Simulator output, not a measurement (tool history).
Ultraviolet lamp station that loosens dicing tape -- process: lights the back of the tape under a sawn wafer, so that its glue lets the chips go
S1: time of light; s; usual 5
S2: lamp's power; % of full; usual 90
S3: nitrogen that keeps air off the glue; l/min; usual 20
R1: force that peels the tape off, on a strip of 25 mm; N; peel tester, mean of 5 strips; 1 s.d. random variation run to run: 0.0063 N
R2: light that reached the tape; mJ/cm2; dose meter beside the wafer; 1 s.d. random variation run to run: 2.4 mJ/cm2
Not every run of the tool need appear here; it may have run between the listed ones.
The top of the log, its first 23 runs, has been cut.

-- day=37 window cleaned of glue's vapour
run 24 day=37.217 | S1=5 S2=70 S3=20 | R1=0.313 R2=201
run 25 day=38.717 | S1=5 S2=70 S3=20 | R1=0.315 R2=200
run 26 day=40.354 | S1=5 S2=67 S3=10 | R1=0.533 R2=196
run 27 day=41.438 | S1=5 S2=66 S3=10 | R1=0.533 R2=187
run 28 day=43.508 | S1=5 S2=66 S3=10 | R1=0.52 R2=187
run 29 day=44.554 | S1=5 S2=66 S3=10 | R1=0.56 R2=192
run 30 day=46.154 | S1=5 S2=66 S3=10 | R1=0.546 R2=188
run 31 day=47.479 | S1=5 S2=66 S3=35 | R1=0.273 R2=192
run 32 day=48.929 | S1=5 S2=66 S3=35 | R1=0.277 R2=192
-- day=49.142 window cleaned of glue's vapour
run 33 day=50.638 | S1=5 S2=66 S3=35 | R1=0.274 R2=192
run 34 day=52.471 | S1=3 S2=91 S3=12 | R1=0.718 R2=154
run 35 day=54.058 | S1=3 S2=80 S3=13 | R1=0.899 R2=137
run 36 day=56.142 | S1=4 S2=79 S3=10 | R1=0.614 R2=180
run 37 day=58.292 | S1=4 S2=79 S3=10 | R1=0.568 R2=183
run 38 day=60.292 | S1=5 S2=80 S3=31 | R1=0.192 R2=231
-- day=61.358 window cleaned of glue's vapour
run 39 day=61.358 | S1=8 S2=73 S3=21 | R1=0.128 R2=338
run 40 day=62.471 | S1=8 S2=73 S3=21 | R1=0.136 R2=330
run 41 day=63.7 | S1=8 S2=73 S3=21 | R1=0.133 R2=336
run 42 day=64.779 | S1=7 S2=69 S3=20 | R1=0.162 R2=277
run 43 day=66.45 | S1=3 S2=63 S3=8 | R1=1.663 R2=109
run 44 day=67.5 | S1=3 S2=97 S3=32 | R1=0.371 R2=166

Predict each of these 3 candidate next runs independently; none follows another, all start after run 44:
run A day=68.738 | S1=6 S2=90 S3=20 | R1=? R2=?
run B day=68.738 | S1=5 S2=98 S3=20 | R1=? R2=?
run C day=68.738 | S1=5 S2=92 S3=16 | R1=? R2=?

run=A R1=0.145 R2=310
run=B R1=0.163 R2=284
run=C R1=0.184 R2=263
Take away the tool's hidden state, keep each run's random variation, and the runs would have read:
run=A R1=0.144 R2=311
run=B R1=0.162 R2=285
run=C R1=0.182 R2=264

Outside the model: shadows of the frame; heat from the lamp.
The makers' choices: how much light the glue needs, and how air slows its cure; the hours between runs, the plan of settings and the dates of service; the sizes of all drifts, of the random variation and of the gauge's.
